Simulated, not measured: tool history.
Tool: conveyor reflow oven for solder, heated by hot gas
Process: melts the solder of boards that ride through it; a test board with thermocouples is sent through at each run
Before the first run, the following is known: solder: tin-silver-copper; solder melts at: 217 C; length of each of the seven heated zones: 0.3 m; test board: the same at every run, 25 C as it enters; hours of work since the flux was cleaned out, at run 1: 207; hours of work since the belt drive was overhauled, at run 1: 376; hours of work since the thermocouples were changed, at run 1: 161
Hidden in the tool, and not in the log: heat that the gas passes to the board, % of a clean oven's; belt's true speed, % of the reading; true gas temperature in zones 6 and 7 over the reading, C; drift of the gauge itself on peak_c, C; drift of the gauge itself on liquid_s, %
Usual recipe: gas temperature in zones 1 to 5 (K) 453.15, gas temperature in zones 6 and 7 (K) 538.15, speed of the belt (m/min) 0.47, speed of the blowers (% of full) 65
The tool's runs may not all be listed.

run   hour  gas temperature in zones 1 to 5 (K)  gas temperature in zones 6 and 7 (K)  speed of the belt (m/min)  speed of the blowers (% of full)  hours of work since the flux was cleaned out  hours of work since the belt drive was overhauled  hours of work since the thermocouples were changed  highest temperature of the board (K)  time above the solder's melting point (s)
  1      0                               453.15                                538.15                       0.47                                65                                           207                                                376                                                 161                                528.25                                       63.4
  2    9.8                               453.15                                538.15                       0.47                                63                                           212                                                381                                                 166                                528.15                                       63.4
  3   18.8                               453.15                                538.15                       0.47                                63                                           217                                                386                                                 171                                528.25                                       63.5
  4   29.5                               453.15                                538.15                       0.47                                63                                           223                                                391                                                 177                                528.15                                         63
  5     40                               456.15                                538.15                       0.47                                65                                           228                                                397                                                 182                                528.65                                         65
  6   48.7                               456.15                                538.15                       0.47                                65                                           233                                                401                                                 187                                528.55                                       64.7
  7     58                               453.15                                538.15                      0.481                                65                                           237                                                406                                                 192                                527.65                                       61.3
  8   68.6                               453.15                                538.15                      0.481                                65                                           243                                                412                                                 197                                527.65                                       61.4
  9     76                               453.15                                538.15                      0.481                                65                                           247                                                416                                                 201                                527.75                                       61.6
      82.5  -- flux residue cleaned out of gas plates and filters
 10   88.8                               453.15                                538.15                      0.509                                65                                             3                                                420                                                 205                                527.65                                       57.8
 11   97.9                               453.15                                538.15                       0.47                                70                                             8                                                424                                                 210                                529.95                                       64.9
 12  108.6                               453.15                                538.15                       0.47                                70                                            14                                                430                                                 216                                529.85                                         65
 13  115.4                               453.15                                538.15                       0.47                                65                                            17                                                434                                                 219                                529.65                                       64.7
 14  122.7                               453.15                                538.15                      0.546                                65                                            21                                                437                                                 223                                525.45                                       52.4
 15  127.4                               453.15                                538.15                       0.47                                65                                            24                                                440                                                 225                                529.55                                       64.5
 16  137.9                               453.15                                538.15                      0.548                                65                                            29                                                445                                                 231                                525.75                                       52.2
 17  145.6                               468.15                                526.15                      0.499                                61                                            33                                                449                                                 235                                518.75                                       60.4
 18  150.3                               453.15                                544.15                      0.454                                72                                            36                                                452                                                 237                                536.45                                       70.8
 19  158.9                               442.15                                538.15                      0.557                                65                                            40                                                456                                                 242                                523.35                                       46.2
 20  164.6                               442.15                                538.15                      0.557                                65                                            43                                                459                                                 245                                523.35                                       46.4
 21  175.1                               442.15                                538.15                      0.557                                65                                            49                                                465                                                 250                                523.25                                       46.3
 22  184.6                               467.15                                536.15                      0.557                                81                                            53                                                470                                                 255                                527.05                                       57.9
 23  189.9                               453.15                                538.15                      0.434                                65                                            56                                                473                                                 258                                530.85                                       71.4
 24  200.9                               453.15                                538.15                      0.434                                65                                            62                                                478                                                 264                                531.15                                       71.4
 25  205.7                               455.15                                531.15                      0.439                                65                                            65                                                481                                                 266                                524.65                                       67.6
 26    211                               447.15                                538.15                       0.47                                65                                            67                                                484                                                 269                                528.45                                       61.5
 27  215.8                               447.15                                538.15                       0.47                                65                                            70                                                486                                                 272                                528.45                                       62.1
 28  220.7                               447.15                                538.15                      0.505                                66                                            72                                                489                                                 274                                526.65                                       55.9
 29  227.2                               448.15                                531.15                       0.47                                67                                            76                                                492                                                 278                                522.45                                       58.5
 30  237.1                               448.15                                531.15                       0.47                                67                                            81                                                497                                                 283                                522.55                                       58.4
 31  242.4                               448.15                                531.15                       0.47                                54                                            84                                                500                                                 286                                520.65                                       56.4

Measured minus without-hidden-state, run by run (identical run-to-run variation in each term; gauge scatter may differ):
run  highest temperature of the board (K)  time above the solder's melting point (s)
  1                                  -0.2                                       +0.2
  2                                  -0.2                                       +0.3
  3                                  -0.2                                       +0.2
  4                                  -0.2                                       +0.2
  5                                  -0.3                                       +0.2
  6                                  -0.3                                       +0.2
  7                                  -0.3                                       +0.1
  8                                  -0.3                                       +0.1
  9                                  -0.3                                       +0.2
 10                                  +0.8                                         +1
 11                                  +0.7                                       +1.1
 12                                  +0.8                                       +1.1
 13                                  +0.7                                       +1.1
 14                                  +0.7                                         +1
 15                                  +0.7                                       +1.1
 16                                  +0.7                                         +1
 17                                  +0.6                                       +1.1
 18                                  +0.7                                       +1.2
 19                                  +0.7                                         +1
 20                                  +0.7                                         +1
 21                                  +0.6                                         +1
 22                                  +0.6                                       +0.9
 23                                  +0.6                                       +1.2
 24                                  +0.6                                       +1.2
 25                                  +0.7                                       +1.2
 26                                  +0.6                                         +1
 27                                  +0.6                                       +1.1
 28                                  +0.5                                         +1
 29                                  +0.5                                         +1
 30                                  +0.6                                         +1
 31                                  +0.6                                       +1.1

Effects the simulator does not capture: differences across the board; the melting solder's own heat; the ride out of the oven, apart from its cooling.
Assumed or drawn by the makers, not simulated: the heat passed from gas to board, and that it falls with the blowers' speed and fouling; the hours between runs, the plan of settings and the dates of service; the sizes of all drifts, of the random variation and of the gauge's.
